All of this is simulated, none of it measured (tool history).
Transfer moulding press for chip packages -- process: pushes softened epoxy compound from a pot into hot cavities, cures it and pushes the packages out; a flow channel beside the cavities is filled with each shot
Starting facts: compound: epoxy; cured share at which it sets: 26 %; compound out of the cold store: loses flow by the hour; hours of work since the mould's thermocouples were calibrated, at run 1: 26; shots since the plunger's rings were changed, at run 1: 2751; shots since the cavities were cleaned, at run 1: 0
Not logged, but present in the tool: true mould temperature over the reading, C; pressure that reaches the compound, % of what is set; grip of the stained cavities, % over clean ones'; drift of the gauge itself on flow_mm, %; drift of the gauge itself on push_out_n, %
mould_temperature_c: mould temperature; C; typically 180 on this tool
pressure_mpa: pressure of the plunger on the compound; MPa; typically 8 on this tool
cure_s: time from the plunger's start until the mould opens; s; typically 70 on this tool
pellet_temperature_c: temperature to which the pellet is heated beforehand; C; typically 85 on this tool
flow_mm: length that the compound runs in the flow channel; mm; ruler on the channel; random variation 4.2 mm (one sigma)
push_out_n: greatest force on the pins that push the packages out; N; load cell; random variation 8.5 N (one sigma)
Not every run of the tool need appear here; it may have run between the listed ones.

run    hour  mould_temperature_c  pressure_mpa  cure_s  pellet_temperature_c  hours of work since the mould's thermocouples were calibrated  shots since the plunger's rings were changed  shots since the cavities were cleaned  incoming compound's hours out of the cold store  flow_mm  push_out_n
  1       0                  180             8      70                    85                                                             26                                          2751                                      0                                             17.8      611         374
       41.2  -- cavities cleaned with cleaning compound and waxed
  2    63.4                  180             8      70                    85                                                             69                                          3685                                    335                                             43.6      537         640
       79.5  -- cavities cleaned with cleaning compound and waxed
      116.6  -- plunger's sealing rings changed
      126.6  -- cavities cleaned with cleaning compound and waxed
  3   142.9                  180             8      70                    85                                                            120                                           375                                    248                                             19.8      635         517
      168.4  -- cavities cleaned with cleaning compound and waxed
  4   204.3                  180             8      70                    85                                                            161                                          1278                                    541                                             41.9      571         564
      211.9  -- cavities cleaned with cleaning compound and waxed
      251.2  -- cavities cleaned with cleaning compound and waxed
  5   262.4                  180             8      70                    85                                                            198                                          2110                                    168                                               42      569         442
      286.2  -- cavities cleaned with cleaning compound and waxed, once more
      326.1  -- cavities cleaned with cleaning compound and waxed
  6   328.1                  180             8      70                    85                                                            241                                          3058                                     31                                             45.1      552         392
      367.9  -- cavities cleaned with cleaning compound and waxed
      406.5  -- cavities cleaned with cleaning compound and waxed
  7   420.3                  180          9.44      70                    85                                                            302                                          4404                                    209                                             24.7      629         474
      429.6  -- plunger's sealing rings changed
      447.5  -- cavities cleaned with cleaning compound and waxed
  8   473.8                  180             8      70                    85                                                            336                                           645                                    398                                             13.3      647         554
      490.9  -- cavities cleaned with cleaning compound and waxed
      504.2  -- mould's thermocouples calibrated
      535.7  -- cavities cleaned with cleaning compound and waxed
  9   549.1                  180             8      70                    85                                                             30                                          1706                                    202                                             17.9      624         489
      577.7  -- cavities cleaned with cleaning compound and waxed
 10     613                  180             8      70                    85                                                             72                                          2648                                    533                                             30.8      574         534
      618.3  -- cavities cleaned with cleaning compound and waxed
      659.3  -- cavities cleaned with cleaning compound and waxed
 11   659.3                  180             8      70                    85                                                            102                                          3302                                      0                                             20.1      607         403
      700.5  -- cavities cleaned with cleaning compound and waxed
 12   722.5                  180             8      70                    85                                                            144                                          4234                                    333                                             17.1      600         533
      745.2  -- plunger's sealing rings changed
      746.7  -- cavities cleaned with cleaning compound and waxed
      784.1  -- cavities cleaned with cleaning compound and waxed
 13   791.2                  180             8      70                    85                                                            188                                           650                                    107                                             38.2      582         428
        824  -- cavities cleaned with cleaning compound and waxed
 14   853.1                  174          9.43     100                    85                                                            229                                          1562                                    440                                             30.4      650         368
      866.8  -- cavities cleaned with cleaning compound and waxed
      911.5  -- cavities cleaned with cleaning compound and waxed
 15   934.2                  174          6.49      77                    92                                                            283                                          2741                                    343                                               35      521         556
      950.2  -- cavities cleaned with cleaning compound and waxed
 16   974.5                  174          6.74      77                    92                                                            309                                          3327                                    367                                               30      527         554
      987.7  -- cavities cleaned with cleaning compound and waxed
     1032.3  -- cavities cleaned with cleaning compound and waxed
     1046.2  -- mould's thermocouples calibrated
 17  1049.6                  182          6.74      60                    82                                                              2                                          4386                                    231                                             27.5      525         693
     1056.8  -- plunger's sealing rings changed
     1081.3  -- cavities cleaned with cleaning compound and waxed
 18  1099.7                  182          6.74      60                    82                                                             34                                           625                                    277                                             31.4      553         674
     1126.6  -- cavities cleaned with cleaning compound and waxed
 19  1144.5                  182          7.78      60                    82                                                             64                                          1279                                    269                                             23.3      607         712
     1167.8  -- cavities cleaned with cleaning compound and waxed
     1209.3  -- cavities cleaned with cleaning compound and waxed
 20  1209.7                  182          7.78      60                    82                                                            106                                          2218                                      6                                             43.8      549         526
     1247.9  -- cavities cleaned with cleaning compound and waxed
 21  1268.5                  177          7.78      73                    82                                                            145                                          3085                                    312                                             27.9      584         539
     1287.9  -- cavities cleaned with cleaning compound and waxed
 22  1323.3                  180          8.74      70                    85                                                            182                                          3889                                    535                                             13.6      645         589
     1330.5  -- cavities cleaned with cleaning compound and waxed
     1364.9  -- plunger's sealing rings changed
     1373.7  -- cavities cleaned with cleaning compound and waxed
     1411.9  -- cavities cleaned with cleaning compound and waxed
 23    1413                  180          6.48      70                    83                                                            239                                           681                                     17                                             31.5      550         393

Branching from run 23: 5 alternative next runs. What would each branch give?
       1456  -- cavities cleaned with cleaning compound and waxed
  A  1487.5                  180             8      83                    85                                                            289                                          1783                                    475                                             33.2        ?           ?
       1456  -- cavities cleaned with cleaning compound and waxed
  B  1487.5                  185          6.48      97                    85                                                            289                                          1783                                    475                                             19.2        ?           ?
       1456  -- cavities cleaned with cleaning compound and waxed
  C  1487.5                  174          8.02      67                    83                                                            289                                          1783                                    475                                             37.6        ?           ?
       1456  -- cavities cleaned with cleaning compound and waxed
  D  1487.5                  182          7.64      70                    93                                                            289                                          1783                                    475                                             16.7        ?           ?
       1456  -- cavities cleaned with cleaning compound and waxed
  E  1487.5                  187             8      70                    88                                                            289                                          1783                                    475                                             31.8        ?           ?

run  flow_mm  push_out_n
  A      577         381
  B      553         296
  C      581         858
  D      599         464
  E      581         379
Stripped of hidden state, with their random variation kept, the same runs would have yielded:
run  flow_mm  push_out_n
  A      598         267
  B      572         206
  C      602         605
  D      621         325
  E      601         268
